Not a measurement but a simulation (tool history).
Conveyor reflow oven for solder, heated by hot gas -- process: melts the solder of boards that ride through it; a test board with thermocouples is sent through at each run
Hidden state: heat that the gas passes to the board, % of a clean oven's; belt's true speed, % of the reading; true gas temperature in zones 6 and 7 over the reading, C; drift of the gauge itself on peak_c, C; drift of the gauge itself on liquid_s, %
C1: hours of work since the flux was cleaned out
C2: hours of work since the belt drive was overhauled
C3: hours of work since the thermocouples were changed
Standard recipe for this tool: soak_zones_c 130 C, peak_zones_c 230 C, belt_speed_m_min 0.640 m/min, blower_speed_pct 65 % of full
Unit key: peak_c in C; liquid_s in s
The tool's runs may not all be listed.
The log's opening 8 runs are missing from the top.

run 9 hour=58.6 | soak_zones_c=130 peak_zones_c=230 belt_speed_m_min=0.649 blower_speed_pct=65 | C1=134 C2=80 C3=62 | peak_c=212.0 liquid_s=36.3
run 10 hour=65.8 | soak_zones_c=130 peak_zones_c=230 belt_speed_m_min=0.640 blower_speed_pct=65 | C1=138 C2=83 C3=65 | peak_c=212.3 liquid_s=37.4
run 11 hour=76.1 | soak_zones_c=130 peak_zones_c=230 belt_speed_m_min=0.640 blower_speed_pct=65 | C1=142 C2=88 C3=69 | peak_c=212.5 liquid_s=37.1
run 12 hour=86.4 | soak_zones_c=130 peak_zones_c=230 belt_speed_m_min=0.640 blower_speed_pct=65 | C1=146 C2=92 C3=74 | peak_c=212.5 liquid_s=37.5
run 13 hour=92.8 | soak_zones_c=130 peak_zones_c=230 belt_speed_m_min=0.691 blower_speed_pct=65 | C1=149 C2=95 C3=77 | peak_c=209.7 liquid_s=32.2
run 14 hour=99.6 | soak_zones_c=130 peak_zones_c=230 belt_speed_m_min=0.691 blower_speed_pct=65 | C1=152 C2=98 C3=79 | peak_c=209.5 liquid_s=32.7
-- hour=105.0 flux residue cleaned out of gas plates and filters
run 15 hour=113.9 | soak_zones_c=130 peak_zones_c=230 belt_speed_m_min=0.691 blower_speed_pct=65 | C1=4 C2=102 C3=84 | peak_c=209.7 liquid_s=32.0
run 16 hour=118.8 | soak_zones_c=130 peak_zones_c=230 belt_speed_m_min=0.591 blower_speed_pct=63 | C1=6 C2=104 C3=86 | peak_c=214.7 liquid_s=42.1
run 17 hour=124.3 | soak_zones_c=130 peak_zones_c=230 belt_speed_m_min=0.731 blower_speed_pct=73 | C1=8 C2=106 C3=88 | peak_c=210.1 liquid_s=30.8
run 18 hour=130.8 | soak_zones_c=130 peak_zones_c=240 belt_speed_m_min=0.664 blower_speed_pct=65 | C1=11 C2=109 C3=91 | peak_c=219.7 liquid_s=39.8
run 19 hour=138.9 | soak_zones_c=130 peak_zones_c=240 belt_speed_m_min=0.664 blower_speed_pct=65 | C1=15 C2=113 C3=94 | peak_c=219.7 liquid_s=39.3
run 20 hour=144.3 | soak_zones_c=119 peak_zones_c=221 belt_speed_m_min=0.694 blower_speed_pct=85 | C1=17 C2=115 C3=97 | peak_c=206.1 liquid_s=28.5
-- hour=151.4 flux residue cleaned out of gas plates and filters, once more
run 21 hour=158.1 | soak_zones_c=132 peak_zones_c=230 belt_speed_m_min=0.640 blower_speed_pct=65 | C1=3 C2=119 C3=100 | peak_c=213.6 liquid_s=38.9
run 22 hour=164.9 | soak_zones_c=130 peak_zones_c=224 belt_speed_m_min=0.640 blower_speed_pct=68 | C1=6 C2=122 C3=103 | peak_c=209.3 liquid_s=35.4
run 23 hour=169.3 | soak_zones_c=130 peak_zones_c=224 belt_speed_m_min=0.640 blower_speed_pct=68 | C1=8 C2=124 C3=105 | peak_c=209.1 liquid_s=35.3
run 24 hour=175.6 | soak_zones_c=130 peak_zones_c=235 belt_speed_m_min=0.640 blower_speed_pct=57 | C1=10 C2=126 C3=108 | peak_c=214.6 liquid_s=38.2
run 25 hour=183.3 | soak_zones_c=130 peak_zones_c=235 belt_speed_m_min=0.640 blower_speed_pct=57 | C1=14 C2=130 C3=111 | peak_c=214.6 liquid_s=37.9
run 26 hour=187.8 | soak_zones_c=124 peak_zones_c=235 belt_speed_m_min=0.663 blower_speed_pct=57 | C1=16 C2=132 C3=113 | peak_c=211.9 liquid_s=33.6
run 27 hour=197.5 | soak_zones_c=124 peak_zones_c=235 belt_speed_m_min=0.663 blower_speed_pct=57 | C1=20 C2=136 C3=117 | peak_c=212.1 liquid_s=33.6
run 28 hour=205.0 | soak_zones_c=130 peak_zones_c=239 belt_speed_m_min=0.640 blower_speed_pct=65 | C1=23 C2=139 C3=121 | peak_c=221.3 liquid_s=42.1
run 29 hour=212.6 | soak_zones_c=130 peak_zones_c=239 belt_speed_m_min=0.640 blower_speed_pct=65 | C1=26 C2=142 C3=124 | peak_c=221.1 liquid_s=42.3
run 30 hour=222.4 | soak_zones_c=130 peak_zones_c=239 belt_speed_m_min=0.640 blower_speed_pct=65 | C1=31 C2=147 C3=128 | peak_c=220.8 liquid_s=42.6

Below are 5 alternative next runs, each starting from the tool's condition after run 30. Predict each:
run A hour=228.6 | soak_zones_c=116 peak_zones_c=230 belt_speed_m_min=0.605 blower_speed_pct=65 | C1=33 C2=149 C3=131 | peak_c=? liquid_s=?
run B hour=228.6 | soak_zones_c=131 peak_zones_c=230 belt_speed_m_min=0.520 blower_speed_pct=55 | C1=33 C2=149 C3=131 | peak_c=? liquid_s=?
run C hour=228.6 | soak_zones_c=130 peak_zones_c=238 belt_speed_m_min=0.640 blower_speed_pct=65 | C1=33 C2=149 C3=131 | peak_c=? liquid_s=?
run D hour=228.6 | soak_zones_c=144 peak_zones_c=239 belt_speed_m_min=0.735 blower_speed_pct=87 | C1=33 C2=149 C3=131 | peak_c=? liquid_s=?
run E hour=228.6 | soak_zones_c=139 peak_zones_c=230 belt_speed_m_min=0.740 blower_speed_pct=65 | C1=33 C2=149 C3=131 | peak_c=? liquid_s=?

run=A peak_c=213.0 liquid_s=36.9
run=B peak_c=216.4 liquid_s=50.3
run=C peak_c=220.4 liquid_s=41.6
run=D peak_c=225.4 liquid_s=42.1
run=E peak_c=210.2 liquid_s=32.0
Stripped of hidden state, with their random variation kept, the same runs would have yielded:
run=A peak_c=212.7 liquid_s=36.5
run=B peak_c=216.1 liquid_s=49.8
run=C peak_c=220.1 liquid_s=41.3
run=D peak_c=225.2 liquid_s=41.8
run=E peak_c=209.9 liquid_s=31.8
